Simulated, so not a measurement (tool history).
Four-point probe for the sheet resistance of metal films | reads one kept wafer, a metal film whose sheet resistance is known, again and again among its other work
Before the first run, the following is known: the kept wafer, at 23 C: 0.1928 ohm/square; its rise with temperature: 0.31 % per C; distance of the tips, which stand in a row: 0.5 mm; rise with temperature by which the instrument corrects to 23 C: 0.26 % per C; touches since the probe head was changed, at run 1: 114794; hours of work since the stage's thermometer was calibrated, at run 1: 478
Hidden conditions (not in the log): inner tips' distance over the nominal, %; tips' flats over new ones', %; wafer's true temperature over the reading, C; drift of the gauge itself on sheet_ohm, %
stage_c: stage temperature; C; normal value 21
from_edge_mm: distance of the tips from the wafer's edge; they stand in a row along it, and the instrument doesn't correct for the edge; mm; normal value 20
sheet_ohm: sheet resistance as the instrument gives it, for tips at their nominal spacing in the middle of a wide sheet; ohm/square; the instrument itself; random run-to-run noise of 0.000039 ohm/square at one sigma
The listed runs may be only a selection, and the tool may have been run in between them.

run	hour	stage_c	from_edge_mm	touches since the probe head was changed	hours of work since the stage's thermometer was calibrated	sheet_ohm
1	0.0	21	20	114794	478	0.193179
2	61.4	26	20	116575	518	0.193566
3	144.9	21	20	118999	573	0.193125
4	249.8	21	20	122042	641	0.193031
5	333.8	21	20	124482	696	0.193102
6	399.4	21	20	126384	738	0.193063
7	486.2	21	20	128903	795	0.193097
8	541.4	21	6	130506	831	0.193734
9	605.5	21	20	132364	873	0.192954
10	687.4	21	20	134742	926	0.192939
11	791.0	25	20	137749	994	0.193362
12	862.6	21	8	139827	1041	0.193310
13	934.9	21	8	141924	1088	0.193326
14	1042.6	21	8	145050	1158	0.193293
15	1103.8	21	8	146825	1198	0.193252
16	1208.6	21	8	149868	1266	0.193269
17	1305.3	21	8	152674	1329	0.193207
18	1387.3	21	8	155053	1383	0.193192
19	1505.3	21	25	158478	1460	0.192762
20	1621.5	21	25	161851	1535	0.192795
21	1698.8	24	25	164094	1586	0.193095
22	1787.5	24	25	166668	1644	0.193079
23	1913.6	24	25	170326	1726	0.192995
24	1991.8	19	21	172596	1777	0.192534
25	2123.7	24	14	176423	1863	0.193068
26	2249.1	24	14	180062	1945	0.193080
27	2326.4	24	14	182305	1995	0.193017
28	2386.2	24	14	184041	2034	0.193037
29	2507.6	29	19	187564	2113	0.193417
# hour 2552.6: stage's thermometer calibrated
30	2617.0	30	8	190724	42	0.193595
31	2712.3	19	14	193490	104	0.192244
32	2807.8	23	14	196263	166	0.192635
33	2885.1	23	14	198504	217	0.192649
# hour 3002.7: new probe head fitted
34	3010.8	23	14	235	298	0.192797
35	3079.1	23	14	2218	343	0.192782
36	3175.8	23	14	5025	406	0.192711
37	3254.1	32	24	7295	457	0.193450
38	3329.5	32	24	9484	506	0.193388
39	3408.4	25	40	11775	557	0.192783
40	3474.2	25	40	13683	600	0.192697
41	3542.3	20	14	15660	645	0.192439
42	3619.1	20	14	17889	695	0.192394

Run 43 is up next; what results do you expect?
43	3711.3	19	15	20564	755	?

sheet_ohm: 0.192279 ohm/square
On a tool with no hidden condition, and with the same random variation, this run would have come out at sheet_ohm 0.192564 ohm/square.
